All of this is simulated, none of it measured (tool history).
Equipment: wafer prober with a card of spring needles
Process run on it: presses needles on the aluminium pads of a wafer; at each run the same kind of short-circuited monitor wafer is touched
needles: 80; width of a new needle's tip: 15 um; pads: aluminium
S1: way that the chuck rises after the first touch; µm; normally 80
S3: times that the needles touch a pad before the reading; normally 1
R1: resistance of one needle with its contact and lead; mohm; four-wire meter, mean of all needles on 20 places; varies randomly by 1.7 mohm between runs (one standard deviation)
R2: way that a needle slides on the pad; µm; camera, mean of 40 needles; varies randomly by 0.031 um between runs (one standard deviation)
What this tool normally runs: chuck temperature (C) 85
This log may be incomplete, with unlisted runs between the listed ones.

run 1 hour=0 | S1=80 chuck_temperature_(C)=85 S3=1 | R1=174 R2=15.6
-- hour=6.3 tips cleaned on abrasive film
run 2 hour=28.3 | S1=80 chuck_temperature_(C)=85 S3=1 | R1=174 R2=15.56
run 3 hour=44.3 | S1=80 chuck_temperature_(C)=85 S3=1 | R1=175 R2=15.59
-- hour=47.1 tips cleaned on abrasive film
run 4 hour=70.1 | S1=79 chuck_temperature_(C)=85 S3=1 | R1=171 R2=15.32
run 5 hour=85.8 | S1=64 chuck_temperature_(C)=85 S3=1 | R1=175 R2=12.45
-- hour=88.5 tips cleaned on abrasive film
run 6 hour=110.4 | S1=64 chuck_temperature_(C)=85 S3=1 | R1=177 R2=12.47
-- hour=123 height of the first contact set anew
-- hour=131 tips cleaned on abrasive film
run 7 hour=132 | S1=60 chuck_temperature_(C)=79 S3=1 | R1=173 R2=11.67
run 8 hour=149 | S1=60 chuck_temperature_(C)=79 S3=1 | R1=178 R2=11.69
run 9 hour=170 | S1=72 chuck_temperature_(C)=31 S3=2 | R1=165 R2=13.93
-- hour=172.6 tips cleaned on abrasive film
run 10 hour=194.9 | S1=65 chuck_temperature_(C)=43 S3=2 | R1=166 R2=12.59

Forecast each of these 3 alternatives for the next run:
run A hour=212.1 | S1=80 chuck_temperature_(C)=42 S3=1 | R1=? R2=?
run B hour=212.1 | S1=65 chuck_temperature_(C)=43 S3=3 | R1=? R2=?
run C hour=212.1 | S1=65 chuck_temperature_(C)=117 S3=2 | R1=? R2=?

run=A R1=165 R2=15.5
run=B R1=167 R2=12.65
run=C R1=178 R2=12.58
Had the tool no hidden state, the same runs would have come out as:
run=A R1=164 R2=15.6
run=B R1=166 R2=12.73
run=C R1=178 R2=12.66
